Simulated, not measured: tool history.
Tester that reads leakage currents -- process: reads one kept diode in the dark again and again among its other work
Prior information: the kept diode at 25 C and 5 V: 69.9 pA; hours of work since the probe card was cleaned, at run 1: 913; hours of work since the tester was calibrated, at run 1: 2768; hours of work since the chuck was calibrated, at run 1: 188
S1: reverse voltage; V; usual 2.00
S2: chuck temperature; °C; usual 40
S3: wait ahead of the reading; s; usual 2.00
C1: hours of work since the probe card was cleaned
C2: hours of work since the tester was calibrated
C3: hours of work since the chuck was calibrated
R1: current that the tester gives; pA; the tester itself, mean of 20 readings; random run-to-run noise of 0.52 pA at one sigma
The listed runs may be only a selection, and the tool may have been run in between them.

run 1 hour=0.0 | S1=2.00 S2=40 S3=2.00 | C1=913 C2=2768 C3=188 | R1=171.11
run 2 hour=66.7 | S1=2.00 S2=40 S3=0.91 | C1=950 C2=2805 C3=225 | R1=171.23
run 3 hour=201.0 | S1=2.00 S2=40 S3=0.91 | C1=1024 C2=2879 C3=300 | R1=171.31
run 4 hour=261.0 | S1=2.00 S2=40 S3=0.91 | C1=1057 C2=2912 C3=333 | R1=172.07
run 5 hour=376.4 | S1=2.00 S2=40 S3=8.45 | C1=1121 C2=2976 C3=397 | R1=171.41
run 6 hour=449.2 | S1=2.00 S2=40 S3=0.33 | C1=1162 C2=3017 C3=438 | R1=172.89
run 7 hour=549.6 | S1=2.00 S2=40 S3=2.00 | C1=1217 C2=3073 C3=493 | R1=171.16
run 8 hour=653.0 | S1=2.00 S2=40 S3=8.15 | C1=1275 C2=3130 C3=551 | R1=171.22
run 9 hour=727.4 | S1=2.00 S2=39 S3=2.00 | C1=1316 C2=3171 C3=592 | R1=158.31
run 10 hour=845.1 | S1=2.00 S2=40 S3=2.00 | C1=1381 C2=3236 C3=657 | R1=171.94
-- hour=945.5 tester calibrated
run 11 hour=981.5 | S1=2.00 S2=40 S3=2.00 | C1=1456 C2=20 C3=732 | R1=171.46
run 12 hour=1100.0 | S1=1.77 S2=40 S3=2.00 | C1=1522 C2=86 C3=798 | R1=164.19
run 13 hour=1237.4 | S1=2.00 S2=40 S3=2.00 | C1=1598 C2=162 C3=874 | R1=171.78
run 14 hour=1369.0 | S1=2.00 S2=40 S3=2.00 | C1=1671 C2=235 C3=947 | R1=172.14
-- hour=1393.3 probe card cleaned and baked
run 15 hour=1435.5 | S1=2.00 S2=40 S3=2.00 | C1=23 C2=270 C3=982 | R1=171.69
run 16 hour=1523.1 | S1=2.00 S2=40 S3=2.00 | C1=72 C2=319 C3=1031 | R1=171.28
run 17 hour=1606.1 | S1=2.00 S2=40 S3=2.00 | C1=118 C2=365 C3=1077 | R1=172.02
run 18 hour=1681.3 | S1=2.00 S2=40 S3=8.49 | C1=160 C2=407 C3=1118 | R1=171.12
run 19 hour=1780.3 | S1=2.00 S2=40 S3=8.49 | C1=215 C2=461 C3=1173 | R1=170.80
run 20 hour=1874.3 | S1=2.00 S2=40 S3=8.49 | C1=267 C2=514 C3=1225 | R1=170.85
run 21 hour=1989.8 | S1=2.00 S2=40 S3=5.66 | C1=331 C2=578 C3=1290 | R1=170.94
run 22 hour=2097.0 | S1=1.09 S2=45 S3=4.69 | C1=390 C2=637 C3=1349 | R1=200.05
run 23 hour=2176.4 | S1=1.09 S2=45 S3=4.69 | C1=434 C2=681 C3=1393 | R1=199.25
run 24 hour=2253.3 | S1=1.09 S2=45 S3=4.69 | C1=477 C2=724 C3=1436 | R1=198.74
run 25 hour=2382.7 | S1=2.80 S2=31 S3=2.04 | C1=549 C2=796 C3=1507 | R1=93.71
run 26 hour=2472.0 | S1=2.80 S2=31 S3=2.04 | C1=598 C2=845 C3=1557 | R1=93.96
run 27 hour=2582.6 | S1=3.05 S2=40 S3=0.38 | C1=660 C2=906 C3=1618 | R1=204.57
run 28 hour=2704.6 | S1=2.07 S2=32 S3=1.53 | C1=727 C2=974 C3=1686 | R1=90.72
run 29 hour=2813.3 | S1=9.74 S2=28 S3=0.33 | C1=788 C2=1035 C3=1746 | R1=125.47
run 30 hour=2920.5 | S1=9.74 S2=28 S3=0.33 | C1=847 C2=1094 C3=1806 | R1=125.15
run 31 hour=3023.3 | S1=9.74 S2=28 S3=0.33 | C1=904 C2=1151 C3=1863 | R1=124.85
run 32 hour=3083.0 | S1=9.74 S2=28 S3=0.33 | C1=937 C2=1184 C3=1896 | R1=124.83
-- hour=3114.2 chuck's temperature calibrated
run 33 hour=3205.2 | S1=9.74 S2=28 S3=0.33 | C1=1004 C2=1251 C3=50 | R1=124.48
run 34 hour=3341.6 | S1=1.56 S2=28 S3=0.33 | C1=1080 C2=1326 C3=126 | R1=58.71
run 35 hour=3461.5 | S1=2.00 S2=23 S3=2.39 | C1=1146 C2=1393 C3=193 | R1=41.08
run 36 hour=3577.0 | S1=1.44 S2=40 S3=2.32 | C1=1210 C2=1457 C3=257 | R1=149.73
run 37 hour=3641.1 | S1=1.44 S2=40 S3=2.32 | C1=1246 C2=1493 C3=292 | R1=150.90
run 38 hour=3777.1 | S1=1.44 S2=40 S3=2.32 | C1=1321 C2=1568 C3=368 | R1=150.27
run 39 hour=3901.8 | S1=15.79 S2=40 S3=4.73 | C1=1390 C2=1637 C3=437 | R1=387.58
run 40 hour=4030.9 | S1=15.79 S2=40 S3=4.73 | C1=1462 C2=1709 C3=509 | R1=387.95
run 41 hour=4138.1 | S1=15.79 S2=40 S3=4.73 | C1=1521 C2=1768 C3=568 | R1=386.27

How the hidden state differs across the entries between the runs, from the last listed run before each to the first after it:
After run 10, before run 11: tester calibrated (hour 945.5)
  stray current of the dirty probe card, pA a volt: 0.021 -> 0.022; current scale over the true one, %: 0.01 -> 0
After run 14, before run 15: probe card cleaned and baked (hour 1393.3)
  stray current of the dirty probe card, pA a volt: 0.022 -> 0.02
After run 32, before run 33: chuck's temperature calibrated (hour 3114.2)
  current scale over the true one, %: 0 -> 0.01; true chuck temperature over the reading, C: 0.01 -> 0

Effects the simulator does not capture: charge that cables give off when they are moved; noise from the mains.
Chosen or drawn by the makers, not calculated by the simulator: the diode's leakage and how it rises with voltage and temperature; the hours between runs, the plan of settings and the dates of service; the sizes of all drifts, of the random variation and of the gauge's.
